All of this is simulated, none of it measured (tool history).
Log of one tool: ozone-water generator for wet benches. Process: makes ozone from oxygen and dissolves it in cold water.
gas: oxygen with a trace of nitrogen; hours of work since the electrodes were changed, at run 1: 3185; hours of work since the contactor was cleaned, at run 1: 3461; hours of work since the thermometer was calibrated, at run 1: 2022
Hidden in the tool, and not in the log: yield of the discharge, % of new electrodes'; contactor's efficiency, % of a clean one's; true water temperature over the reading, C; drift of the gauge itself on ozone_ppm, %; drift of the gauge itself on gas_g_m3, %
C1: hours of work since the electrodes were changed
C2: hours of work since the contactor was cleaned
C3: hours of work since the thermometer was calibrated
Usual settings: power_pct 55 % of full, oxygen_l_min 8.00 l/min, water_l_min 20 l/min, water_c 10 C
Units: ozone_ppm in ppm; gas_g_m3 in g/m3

{"run": 1, "hour": 0.0, "power_pct": 55, "oxygen_l_min": 8.0, "water_l_min": 20, "water_c": 10, "C1": 3185, "C2": 3461, "C3": 2022, "ozone_ppm": 22.2, "gas_g_m3": 128.1}
{"run": 2, "hour": 140.8, "power_pct": 55, "oxygen_l_min": 4.36, "water_l_min": 20, "water_c": 10, "C1": 3285, "C2": 3561, "C3": 2122, "ozone_ppm": 19.1, "gas_g_m3": 161.9}
{"run": 3, "hour": 255.8, "power_pct": 55, "oxygen_l_min": 8.0, "water_l_min": 20, "water_c": 10, "C1": 3367, "C2": 3643, "C3": 2204, "ozone_ppm": 21.9, "gas_g_m3": 128.3}
{"run": 4, "hour": 379.7, "power_pct": 55, "oxygen_l_min": 8.0, "water_l_min": 20, "water_c": 10, "C1": 3455, "C2": 3731, "C3": 2292, "ozone_ppm": 21.8, "gas_g_m3": 127.6}
{"run": 5, "hour": 504.5, "power_pct": 55, "oxygen_l_min": 8.0, "water_l_min": 20, "water_c": 10, "C1": 3544, "C2": 3820, "C3": 2381, "ozone_ppm": 21.8, "gas_g_m3": 128.3}
{"run": 6, "hour": 574.2, "power_pct": 55, "oxygen_l_min": 8.0, "water_l_min": 20, "water_c": 10, "C1": 3594, "C2": 3869, "C3": 2431, "ozone_ppm": 21.4, "gas_g_m3": 126.7}
{"run": 7, "hour": 650.3, "power_pct": 55, "oxygen_l_min": 8.0, "water_l_min": 20, "water_c": 10, "C1": 3648, "C2": 3924, "C3": 2485, "ozone_ppm": 21.5, "gas_g_m3": 127.6}
{"run": 8, "hour": 777.6, "power_pct": 55, "oxygen_l_min": 8.0, "water_l_min": 20, "water_c": 10, "C1": 3738, "C2": 4014, "C3": 2575, "ozone_ppm": 21.9, "gas_g_m3": 126.4}
{"run": 9, "hour": 901.0, "power_pct": 55, "oxygen_l_min": 8.0, "water_l_min": 14, "water_c": 10, "C1": 3826, "C2": 4102, "C3": 2663, "ozone_ppm": 27.9, "gas_g_m3": 126.2}
{"run": 10, "hour": 1031.7, "power_pct": 55, "oxygen_l_min": 8.0, "water_l_min": 20, "water_c": 10, "C1": 3919, "C2": 4195, "C3": 2756, "ozone_ppm": 21.5, "gas_g_m3": 126.0}
{"run": 11, "hour": 1118.1, "power_pct": 55, "oxygen_l_min": 8.0, "water_l_min": 20, "water_c": 10, "C1": 3981, "C2": 4257, "C3": 2818, "ozone_ppm": 21.5, "gas_g_m3": 125.7}
{"run": 12, "hour": 1215.5, "power_pct": 55, "oxygen_l_min": 8.0, "water_l_min": 20, "water_c": 10, "C1": 4050, "C2": 4326, "C3": 2887, "ozone_ppm": 21.4, "gas_g_m3": 127.2}
{"run": 13, "hour": 1333.3, "power_pct": 55, "oxygen_l_min": 8.0, "water_l_min": 20, "water_c": 10, "C1": 4134, "C2": 4410, "C3": 2971, "ozone_ppm": 21.6, "gas_g_m3": 127.1}
{"run": 14, "hour": 1416.9, "power_pct": 55, "oxygen_l_min": 8.0, "water_l_min": 20, "water_c": 10, "C1": 4194, "C2": 4469, "C3": 3030, "ozone_ppm": 21.2, "gas_g_m3": 127.2}
{"run": 15, "hour": 1527.2, "power_pct": 100, "oxygen_l_min": 8.0, "water_l_min": 20, "water_c": 10, "C1": 4272, "C2": 4548, "C3": 3109, "ozone_ppm": 32.2, "gas_g_m3": 190.5}
{"run": 16, "hour": 1636.4, "power_pct": 100, "oxygen_l_min": 8.0, "water_l_min": 20, "water_c": 10, "C1": 4350, "C2": 4625, "C3": 3187, "ozone_ppm": 32.3, "gas_g_m3": 188.3}
{"run": 17, "hour": 1755.2, "power_pct": 55, "oxygen_l_min": 8.0, "water_l_min": 20, "water_c": 6, "C1": 4434, "C2": 4710, "C3": 3271, "ozone_ppm": 22.6, "gas_g_m3": 124.2}
{"run": 18, "hour": 1882.3, "power_pct": 55, "oxygen_l_min": 8.0, "water_l_min": 20, "water_c": 6, "C1": 4525, "C2": 4801, "C3": 3362, "ozone_ppm": 22.2, "gas_g_m3": 124.2}
{"run": 19, "hour": 1942.4, "power_pct": 53, "oxygen_l_min": 8.0, "water_l_min": 21, "water_c": 10, "C1": 4568, "C2": 4843, "C3": 3404, "ozone_ppm": 19.8, "gas_g_m3": 122.3}
{"run": 20, "hour": 2057.5, "power_pct": 55, "oxygen_l_min": 4.81, "water_l_min": 20, "water_c": 10, "C1": 4650, "C2": 4925, "C3": 3486, "ozone_ppm": 19.0, "gas_g_m3": 150.4}
{"hour": 2069.7, "done": "water thermometer calibrated"}
{"run": 21, "hour": 2136.4, "power_pct": 55, "oxygen_l_min": 4.81, "water_l_min": 28, "water_c": 10, "C1": 4705, "C2": 4981, "C3": 47, "ozone_ppm": 13.4, "gas_g_m3": 149.9}
{"run": 22, "hour": 2203.7, "power_pct": 55, "oxygen_l_min": 4.81, "water_l_min": 28, "water_c": 10, "C1": 4753, "C2": 5029, "C3": 95, "ozone_ppm": 13.8, "gas_g_m3": 150.4}
{"run": 23, "hour": 2267.5, "power_pct": 45, "oxygen_l_min": 5.48, "water_l_min": 28, "water_c": 10, "C1": 4799, "C2": 5074, "C3": 141, "ozone_ppm": 12.2, "gas_g_m3": 124.2}
{"run": 24, "hour": 2407.4, "power_pct": 55, "oxygen_l_min": 7.85, "water_l_min": 20, "water_c": 13, "C1": 4898, "C2": 5174, "C3": 240, "ozone_ppm": 19.9, "gas_g_m3": 124.6}
{"hour": 2486.1, "done": "water thermometer calibrated, once more"}
{"run": 25, "hour": 2541.0, "power_pct": 55, "oxygen_l_min": 7.85, "water_l_min": 20, "water_c": 13, "C1": 4993, "C2": 5269, "C3": 39, "ozone_ppm": 19.9, "gas_g_m3": 125.7}
{"run": 26, "hour": 2680.5, "power_pct": 54, "oxygen_l_min": 8.0, "water_l_min": 20, "water_c": 10, "C1": 5092, "C2": 5368, "C3": 138, "ozone_ppm": 20.6, "gas_g_m3": 121.2}
{"run": 27, "hour": 2801.4, "power_pct": 88, "oxygen_l_min": 8.0, "water_l_min": 20, "water_c": 6, "C1": 5178, "C2": 5454, "C3": 224, "ozone_ppm": 30.2, "gas_g_m3": 170.3}
{"run": 28, "hour": 2904.1, "power_pct": 99, "oxygen_l_min": 4.16, "water_l_min": 20, "water_c": 8, "C1": 5251, "C2": 5527, "C3": 298, "ozone_ppm": 27.5, "gas_g_m3": 234.5}
{"run": 29, "hour": 3007.4, "power_pct": 80, "oxygen_l_min": 6.29, "water_l_min": 20, "water_c": 8, "C1": 5325, "C2": 5601, "C3": 371, "ozone_ppm": 26.3, "gas_g_m3": 172.4}
{"run": 30, "hour": 3114.7, "power_pct": 80, "oxygen_l_min": 6.29, "water_l_min": 20, "water_c": 8, "C1": 5401, "C2": 5677, "C3": 447, "ozone_ppm": 26.2, "gas_g_m3": 173.0}
{"run": 31, "hour": 3228.8, "power_pct": 55, "oxygen_l_min": 8.0, "water_l_min": 29, "water_c": 5, "C1": 5483, "C2": 5758, "C3": 529, "ozone_ppm": 15.6, "gas_g_m3": 122.3}
{"run": 32, "hour": 3357.3, "power_pct": 55, "oxygen_l_min": 4.09, "water_l_min": 29, "water_c": 5, "C1": 5574, "C2": 5850, "C3": 620, "ozone_ppm": 12.3, "gas_g_m3": 156.0}
{"run": 33, "hour": 3430.8, "power_pct": 45, "oxygen_l_min": 5.18, "water_l_min": 13, "water_c": 9, "C1": 5626, "C2": 5902, "C3": 672, "ozone_ppm": 23.6, "gas_g_m3": 124.5}

Hidden state or all else? Some run-to-run changes of ozone_ppm, split into what the settings, what came in and random variation would give without the hidden state, and what is left for the hidden state (with any gauge scatter that isn't in both results):
Run 14 -> 15: power_pct 55 -> 100. ozone_ppm +11.0 ppm: hidden state -3.1, all else +14.1.
Run 16 -> 17: power_pct 100 -> 55, water_c 10 -> 6. ozone_ppm -9.7 ppm: hidden state +2.8, all else -12.5.
Run 26 -> 27: power_pct 54 -> 88, water_c 10 -> 6. ozone_ppm +9.6 ppm: hidden state -3.1, all else +12.7.
Run 30 -> 31: power_pct 80 -> 55, oxygen_l_min 6.29 -> 8.00, water_l_min 20 -> 29, water_c 8 -> 5. ozone_ppm -10.6 ppm: hidden state +2.5, all else -13.1.
Run 32 -> 33: power_pct 55 -> 45, oxygen_l_min 4.09 -> 5.18, water_l_min 29 -> 13, water_c 5 -> 9. ozone_ppm +11.3 ppm: hidden state -0.9, all else +12.2.

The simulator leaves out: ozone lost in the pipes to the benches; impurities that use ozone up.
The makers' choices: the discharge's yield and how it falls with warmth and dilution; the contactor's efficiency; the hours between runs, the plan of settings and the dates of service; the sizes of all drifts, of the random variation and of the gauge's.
